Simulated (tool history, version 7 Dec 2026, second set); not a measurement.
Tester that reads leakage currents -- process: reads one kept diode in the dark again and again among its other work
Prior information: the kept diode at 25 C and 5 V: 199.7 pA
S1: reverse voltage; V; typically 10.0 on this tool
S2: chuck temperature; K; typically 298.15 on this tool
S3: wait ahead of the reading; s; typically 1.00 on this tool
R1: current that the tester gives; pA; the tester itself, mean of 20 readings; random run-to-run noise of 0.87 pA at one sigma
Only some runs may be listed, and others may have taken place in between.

run   hour    S1      S2    S3       R1
  1    0.0  10.0  298.15  1.00   293.89
  2   17.6  10.0  298.15  1.00   295.52
  3   49.8  10.0  298.15  1.00   295.67
  4   73.7  10.0  298.15  1.00   295.11
  5   91.7  10.0  298.15  1.00   296.04
  6  106.8  10.0  298.15  1.00   296.20
  7  126.8  10.0  298.15  1.00   296.12
  8  149.1  10.0  298.15  1.00   294.78
  9  165.2  10.0  298.15  1.00   295.45
 10  185.4  10.0  298.15  1.00   297.92
 11  202.9  10.0  298.15  1.00   296.50
 12  224.3   1.7  298.15  1.00   115.35
 13  253.8   4.7  298.15  1.00   197.96
 14  271.9   4.7  298.15  1.00   198.20
 15  291.6  16.9  298.15  1.00   392.94
 16  305.9  16.9  298.15  1.00   392.30
 17  327.7  16.9  298.15  1.00   394.27
 18  354.7   8.6  297.15  1.79   253.94
 19  374.5   3.8  307.15  1.00   334.05
 20  404.2   1.1  310.15  0.76   211.31
 21  426.4   1.1  310.15  0.76   211.45
 22  453.0   6.6  307.15  3.75   449.23
 23  479.9   3.0  319.15  8.02   648.79
     483.9  -- tester calibrated
 24  507.2   2.5  297.15  8.02   134.30
 25  538.8   2.5  297.15  8.02   134.16
 26  562.3   2.5  297.15  8.02   133.85
     566.8  -- tester calibrated, once more
 27  592.8   2.5  297.15  8.02   132.12
 28  615.7  10.8  326.15  2.68  1951.88
 29  642.7   1.7  302.15  1.00   154.19
 30  663.2   1.7  297.15  1.00   107.90
 31  680.3   6.9  297.15  0.47   228.70
 32  708.3   6.9  333.15  5.65  2337.67
 33  730.8   6.9  313.15  3.78   683.98
 34  753.7  10.0  293.15  1.32   207.97

Pick out some run-to-run changes in R1. Of each, how much would a tool without hidden state show as well, from the settings, what came in and chance, and how much is left for the hidden state and any gauge scatter not in both results compared?
Hidden state at play: stray current of the dirty probe card, pA a volt; current scale over the true one, %; true chuck temperature over the reading, C; drift of the gauge itself on leakage_pa, %.
Run 27 -> 28: S1 2.5 -> 10.8, S2 297.15 -> 326.15, S3 8.02 -> 2.68. R1 +1819.76 pA: hidden state +32.88, all else +1786.88.
Run 28 -> 29: S1 10.8 -> 1.7, S2 326.15 -> 302.15, S3 2.68 -> 1.00. R1 -1797.69 pA: hidden state -32.43, all else -1765.26.
Run 31 -> 32: S2 297.15 -> 333.15, S3 0.47 -> 5.65. R1 +2108.97 pA: hidden state +39.02, all else +2069.95.
